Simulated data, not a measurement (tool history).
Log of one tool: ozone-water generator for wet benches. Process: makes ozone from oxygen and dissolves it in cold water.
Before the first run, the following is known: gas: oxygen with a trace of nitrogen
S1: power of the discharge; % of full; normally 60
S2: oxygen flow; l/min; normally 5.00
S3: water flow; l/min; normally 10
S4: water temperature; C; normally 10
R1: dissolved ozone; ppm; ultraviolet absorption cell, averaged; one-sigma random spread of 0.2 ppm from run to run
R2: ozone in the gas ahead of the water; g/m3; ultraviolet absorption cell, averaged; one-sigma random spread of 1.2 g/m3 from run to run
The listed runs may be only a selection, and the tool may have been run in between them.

run 1 hour=0.0 | S1=60 S2=5.00 S3=10 S4=10 | R1=27.5 R2=224.7
run 2 hour=35.8 | S1=60 S2=5.00 S3=10 S4=10 | R1=27.7 R2=224.4
run 3 hour=91.1 | S1=60 S2=5.00 S3=10 S4=10 | R1=27.4 R2=225.7
run 4 hour=132.3 | S1=60 S2=5.00 S3=10 S4=10 | R1=27.3 R2=221.3
-- hour=140.6 contactor cleaned
run 5 hour=182.8 | S1=60 S2=5.00 S3=10 S4=10 | R1=27.7 R2=224.4
run 6 hour=215.1 | S1=60 S2=5.00 S3=10 S4=10 | R1=27.9 R2=223.0
run 7 hour=248.5 | S1=60 S2=5.00 S3=10 S4=10 | R1=27.7 R2=222.8
run 8 hour=303.1 | S1=60 S2=5.00 S3=10 S4=14 | R1=25.9 R2=219.8
run 9 hour=354.9 | S1=94 S2=5.00 S3=10 S4=10 | R1=38.0 R2=301.6
run 10 hour=409.8 | S1=52 S2=5.00 S3=10 S4=10 | R1=25.1 R2=202.1
run 11 hour=437.7 | S1=60 S2=5.00 S3=10 S4=10 | R1=27.5 R2=222.6
run 12 hour=468.5 | S1=60 S2=5.00 S3=10 S4=10 | R1=27.8 R2=222.2
run 13 hour=519.8 | S1=60 S2=5.00 S3=10 S4=10 | R1=27.6 R2=220.8
run 14 hour=575.5 | S1=60 S2=5.00 S3=10 S4=10 | R1=27.7 R2=220.5
run 15 hour=604.3 | S1=60 S2=5.00 S3=14 S4=10 | R1=21.6 R2=221.7
run 16 hour=649.8 | S1=60 S2=5.00 S3=10 S4=5 | R1=29.9 R2=220.2
run 17 hour=690.6 | S1=60 S2=5.00 S3=10 S4=10 | R1=27.5 R2=220.9
run 18 hour=724.8 | S1=82 S2=3.13 S3=6 S4=8 | R1=49.2 R2=337.8
run 19 hour=760.5 | S1=82 S2=3.13 S3=6 S4=8 | R1=49.2 R2=337.2
run 20 hour=795.6 | S1=67 S2=3.49 S3=10 S4=10 | R1=29.0 R2=277.1
run 21 hour=834.5 | S1=67 S2=3.49 S3=10 S4=10 | R1=29.1 R2=278.9
run 22 hour=858.0 | S1=67 S2=3.49 S3=10 S4=10 | R1=29.4 R2=278.2
-- hour=860.9 water thermometer calibrated
run 23 hour=911.7 | S1=60 S2=5.00 S3=10 S4=8 | R1=28.1 R2=217.9
run 24 hour=944.7 | S1=60 S2=5.00 S3=10 S4=8 | R1=28.2 R2=216.9
run 25 hour=982.0 | S1=60 S2=5.00 S3=6 S4=8 | R1=38.8 R2=220.0
run 26 hour=1021.9 | S1=61 S2=5.00 S3=11 S4=14 | R1=23.9 R2=221.0
-- hour=1035.1 water thermometer calibrated, once more
run 27 hour=1057.6 | S1=61 S2=5.00 S3=11 S4=14 | R1=24.1 R2=220.9
run 28 hour=1082.5 | S1=94 S2=5.00 S3=16 S4=10 | R1=26.2 R2=293.9
run 29 hour=1122.5 | S1=94 S2=5.00 S3=16 S4=10 | R1=26.1 R2=296.3
run 30 hour=1150.9 | S1=60 S2=2.62 S3=10 S4=6 | R1=27.0 R2=290.8
run 31 hour=1174.8 | S1=85 S2=3.43 S3=7 S4=10 | R1=44.4 R2=324.3
run 32 hour=1224.1 | S1=60 S2=5.00 S3=6 S4=10 | R1=37.3 R2=217.8
run 33 hour=1255.2 | S1=60 S2=5.00 S3=13 S4=10 | R1=22.5 R2=216.3

4 ways to go on from here, each from the tool as it stands after run 33. What would each give?
run A hour=1289.6 | S1=71 S2=5.00 S3=10 S4=10 | R1=? R2=?
run B hour=1289.6 | S1=60 S2=5.00 S3=7 S4=10 | R1=? R2=?
run C hour=1289.6 | S1=93 S2=5.00 S3=13 S4=10 | R1=? R2=?
run D hour=1289.6 | S1=60 S2=3.37 S3=13 S4=10 | R1=? R2=?

run=A R1=30.2 R2=244.1
run=B R1=34.2 R2=215.9
run=C R1=30.3 R2=292.7
run=D R1=21.3 R2=258.3
With the hidden condition removed and each run's random variation left untouched, the same runs would have given:
run=A R1=32.1 R2=256.1
run=B R1=36.1 R2=225.3
run=C R1=32.5 R2=309.8
run=D R1=22.5 R2=269.6
